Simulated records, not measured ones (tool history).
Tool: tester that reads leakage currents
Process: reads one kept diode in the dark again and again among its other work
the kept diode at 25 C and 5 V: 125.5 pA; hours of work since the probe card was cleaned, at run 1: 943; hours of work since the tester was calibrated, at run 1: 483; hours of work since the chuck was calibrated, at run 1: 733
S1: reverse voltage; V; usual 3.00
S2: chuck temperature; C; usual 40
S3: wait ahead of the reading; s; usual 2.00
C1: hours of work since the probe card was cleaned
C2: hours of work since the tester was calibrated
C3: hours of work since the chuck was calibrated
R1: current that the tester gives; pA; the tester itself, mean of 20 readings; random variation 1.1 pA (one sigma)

Run 1, hour 0.0: usual settings; C1 943; C2 483; C3 733. Result: R1 396.79 pA.
Run 2, hour 43.5: usual settings; C1 968; C2 508; C3 758. Result: R1 397.01 pA.
Run 3, hour 95.8: usual settings but S2 30 C; C1 998; C2 538; C3 788. Result: R1 177.38 pA.
Run 4, hour 124.9: usual settings; C1 1015; C2 555; C3 805. Result: R1 399.93 pA.
At hour 168.9: chuck's temperature calibrated.
Run 5, hour 169.6: usual settings; C1 1040; C2 579; C3 0. Result: R1 365.12 pA.
Run 6, hour 237.9: usual settings but S3 0.66 s; C1 1079; C2 619; C3 40. Result: R1 368.27 pA.
Run 7, hour 306.2: usual settings but S3 0.66 s; C1 1118; C2 658; C3 79. Result: R1 366.65 pA.
Run 8, hour 364.6: usual settings but S3 0.58 s; C1 1152; C2 692; C3 113. Result: R1 369.75 pA.
Run 9, hour 430.9: usual settings but S3 0.58 s; C1 1190; C2 730; C3 151. Result: R1 369.67 pA.
Run 10, hour 482.8: usual settings but S3 0.58 s; C1 1220; C2 760; C3 181. Result: R1 369.39 pA.
Run 11, hour 543.5: usual settings but S3 0.58 s; C1 1255; C2 795; C3 216. Result: R1 370.93 pA.
Run 12, hour 606.7: usual settings but S3 0.58 s; C1 1292; C2 831; C3 252. Result: R1 372.37 pA.
Run 13, hour 655.1: usual settings but S3 0.36 s; C1 1319; C2 859; C3 280. Result: R1 373.39 pA.
Run 14, hour 687.7: usual settings but S3 0.36 s; C1 1338; C2 878; C3 299. Result: R1 375.66 pA.
Run 15, hour 716.7: usual settings but S1 7.11 V, S3 0.36 s; C1 1355; C2 895; C3 316. Result: R1 506.89 pA.
Run 16, hour 753.6: usual settings but S1 18.14 V, S2 53 C, S3 1.45 s; C1 1376; C2 916; C3 337. Result: R1 1857.63 pA.
Run 17, hour 806.0: usual settings but S1 16.02 V, S2 37 C, S3 0.62 s; C1 1406; C2 946; C3 367. Result: R1 542.89 pA.
Run 18, hour 864.1: usual settings but S1 16.02 V, S2 30 C, S3 2.92 s; C1 1440; C2 979; C3 400. Result: R1 316.39 pA.
Run 19, hour 924.2: usual settings but S1 1.23 V, S2 30 C, S3 1.35 s; C1 1474; C2 1014; C3 435. Result: R1 123.98 pA.
Run 20, hour 984.2: usual settings but S1 1.23 V, S2 30 C, S3 1.35 s; C1 1509; C2 1049; C3 470. Result: R1 124.98 pA.
Run 21, hour 1047.6: usual settings but S1 14.51 V, S2 21 C; C1 1545; C2 1085; C3 506. Result: R1 157.58 pA.
Run 22, hour 1076.3: usual settings but S1 2.08 V, S2 44 C; C1 1562; C2 1102; C3 523. Result: R1 458.53 pA.
Run 23, hour 1135.5: usual settings but S1 4.86 V, S3 2.62 s; C1 1596; C2 1136; C3 557. Result: R1 452.44 pA.
Run 24, hour 1191.6: usual settings but S1 1.29 V, S2 42 C, S3 5.65 s; C1 1628; C2 1168; C3 589. Result: R1 334.91 pA.
Run 25, hour 1221.6: usual settings but S1 2.09 V, S2 24 C, S3 3.41 s; C1 1646; C2 1185; C3 606. Result: R1 92.38 pA.
Run 26, hour 1271.2: usual settings but S1 8.91 V, S2 29 C, S3 3.41 s; C1 1674; C2 1214; C3 635. Result: R1 240.71 pA.
Run 27, hour 1335.2: usual settings but S1 2.64 V, S2 54 C; C1 1711; C2 1251; C3 672. Result: R1 1053.60 pA.
Run 28, hour 1376.2: usual settings but S3 9.05 s; C1 1735; C2 1274; C3 695. Result: R1 387.00 pA.

How the hidden state differs across the entries between the runs, from the last listed run before each to the first after it:
Between runs 4 and 5: chuck's temperature calibrated (hour 168.9)
  stray current of the dirty probe card, pA a volt: 1.369 -> 1.401; current scale over the true one, %: -0.39 -> -0.4; true chuck temperature over the reading, C: 0.85 -> -0.28
  measured less the result without the state, R1: +28.33 -> -5.48 pA

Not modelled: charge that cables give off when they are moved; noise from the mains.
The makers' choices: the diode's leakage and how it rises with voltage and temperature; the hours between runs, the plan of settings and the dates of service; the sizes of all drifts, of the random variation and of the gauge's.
